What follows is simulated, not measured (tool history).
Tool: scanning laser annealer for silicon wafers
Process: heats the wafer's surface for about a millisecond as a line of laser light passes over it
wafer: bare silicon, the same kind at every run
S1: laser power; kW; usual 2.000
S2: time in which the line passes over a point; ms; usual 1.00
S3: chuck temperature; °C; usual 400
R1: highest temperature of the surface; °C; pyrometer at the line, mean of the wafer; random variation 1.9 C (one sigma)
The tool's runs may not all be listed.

| run | hour | S1 | S2 | S3 | R1 |
|---|---|---|---|---|---|
| 1 | 0.0 | 2.000 | 1.00 | 400 | 1078 |
| 2 | 15.2 | 2.000 | 1.00 | 368 | 1049 |
| 3 | 44.6 | 2.000 | 1.00 | 400 | 1078 |
| 4 | 73.1 | 2.000 | 1.00 | 400 | 1076 |
| 5 | 87.0 | 1.837 | 1.00 | 400 | 1011 |
| 6 | 109.2 | 1.837 | 1.00 | 400 | 1009 |
| 7 | 138.4 | 1.837 | 1.00 | 400 | 1012 |
| 8 | 159.4 | 1.837 | 0.84 | 400 | 953 |
| 9 | 181.2 | 2.000 | 0.85 | 400 | 1016 |
| 10 | 198.7 | 2.000 | 0.85 | 400 | 1011 |
| 11 | 211.7 | 2.000 | 0.85 | 400 | 1012 |
| 12 | 228.4 | 2.000 | 0.85 | 400 | 1008 |
| 13 | 249.7 | 2.000 | 0.85 | 400 | 1009 |
| 14 | 274.1 | 2.000 | 0.85 | 400 | 1007 |
| 15 | 293.8 | 2.043 | 1.00 | 400 | 1087 |
| 16 | 307.3 | 2.043 | 1.00 | 400 | 1083 |
| 17 | 330.4 | 2.043 | 1.00 | 400 | 1080 |
| 18 | 344.0 | 2.043 | 1.00 | 400 | 1084 |
| 19 | 362.0 | 2.000 | 0.76 | 400 | 971 |
| 20 | 380.2 | 2.000 | 0.76 | 400 | 970 |
| 21 | 397.0 | 1.893 | 0.74 | 369 | 894 |
|  | 401.5 | window over the wafer cleaned |
| 22 | 420.9 | 1.893 | 0.74 | 369 | 867 |
| 23 | 433.2 | 1.972 | 1.00 | 408 | 1032 |
| 24 | 459.6 | 1.972 | 1.04 | 377 | 1012 |
| 25 | 472.0 | 1.972 | 0.82 | 381 | 937 |
| 26 | 500.6 | 1.972 | 0.82 | 416 | 969 |
| 27 | 525.7 | 1.972 | 0.82 | 416 | 969 |
|  | 551.7 | optics aligned, line set to its width |
| 28 | 551.7 | 2.085 | 0.89 | 400 | 1022 |
|  | 568.9 | window over the wafer cleaned, once more |
| 29 | 577.8 | 1.941 | 0.95 | 420 | 1083 |
| 30 | 604.4 | 2.000 | 0.72 | 427 | 1013 |
| 31 | 631.2 | 1.757 | 1.00 | 400 | 1007 |
| 32 | 653.5 | 1.877 | 0.97 | 400 | 1047 |
| 33 | 673.4 | 1.988 | 1.17 | 404 | 1168 |
| 34 | 690.1 | 1.988 | 1.17 | 404 | 1172 |
| 35 | 706.1 | 1.988 | 1.17 | 404 | 1167 |
| 36 | 720.8 | 2.109 | 1.24 | 398 | 1240 |
| 37 | 744.6 | 2.000 | 1.00 | 368 | 1067 |
| 38 | 766.5 | 2.184 | 0.84 | 433 | 1136 |

Some steps in R1 between neighbouring runs. How much of each would the tool show without its hidden state too (settings, what came in, random variation), and how much is left for the hidden state, with any gauge scatter that isn't in both results?
The hidden state here: light that passes the window, % of a clean one's; laser's true power over the reading, %; width of the line over the set one, %; drift of the gauge itself on peak_c, C.
Run 21 -> 22: window over the wafer cleaned. R1 -27 °C: hidden state -23, all else -4.
Run 22 -> 23: S1 1.893 -> 1.972, S2 0.74 -> 1.00, S3 369 -> 408. R1 +165 °C: hidden state -15, all else +180.
Run 28 -> 29: S1 2.085 -> 1.941, S2 0.89 -> 0.95, S3 400 -> 420, window over the wafer cleaned, once more. R1 +61 °C: hidden state +74, all else -13.
Run 32 -> 33: S1 1.877 -> 1.988, S2 0.97 -> 1.17, S3 400 -> 404. R1 +121 °C: hidden state -4, all else +125.
Run 36 -> 37: S1 2.109 -> 2.000, S2 1.24 -> 1.00, S3 398 -> 368. R1 -173 °C: hidden state +1, all else -174.

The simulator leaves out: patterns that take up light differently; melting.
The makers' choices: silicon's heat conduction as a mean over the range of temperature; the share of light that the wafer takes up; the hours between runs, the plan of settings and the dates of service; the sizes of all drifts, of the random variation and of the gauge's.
